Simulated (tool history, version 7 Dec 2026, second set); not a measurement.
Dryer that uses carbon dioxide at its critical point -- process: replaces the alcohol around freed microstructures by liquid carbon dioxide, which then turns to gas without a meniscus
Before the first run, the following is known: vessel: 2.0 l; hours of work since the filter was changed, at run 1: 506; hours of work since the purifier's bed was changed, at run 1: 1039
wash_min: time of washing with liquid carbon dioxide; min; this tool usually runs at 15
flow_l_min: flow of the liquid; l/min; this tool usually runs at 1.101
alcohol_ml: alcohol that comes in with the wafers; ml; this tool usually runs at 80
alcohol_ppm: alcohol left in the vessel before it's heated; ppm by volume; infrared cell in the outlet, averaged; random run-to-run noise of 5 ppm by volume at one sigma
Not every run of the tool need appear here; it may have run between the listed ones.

run,hour,wash_min,flow_l_min,alcohol_ml,hours of work since the filter was changed,hours of work since the purifier's bed was changed,alcohol_ppm
1,0,15,1.101,80,506,1039,197
2,33.4,15,1.101,80,528,1061,186
3,68.1,15,1.101,80,551,1084,205
4,119.8,15,1.101,80,586,1119,216
# hour 132.2: inlet filter changed
5,179.7,15,1.101,80,32,1158,172
6,210.2,15,1.101,80,52,1178,176
# hour 245.5: purifier's bed changed
7,266.9,15,1.101,80,88,14,33
8,323.1,15,1.101,80,125,52,45
9,357.1,15,1.71,80,148,74,8
10,388.8,15,1.72,105,169,95,5
11,429.5,14,1.101,52,196,122,48

Each row is a separate what-if for the run after 11, all from the same tool condition, not one after another. Results?
A,465.1,10,1.03,73,219,146,?
B,465.1,15,1.101,54,219,146,?
C,465.1,10,1.12,116,219,146,?

run,alcohol_ppm
A,434
B,42
C,477
Stripped of hidden state, with their random variation kept, the same runs would have yielded:
run,alcohol_ppm
A,305
B,16
C,330
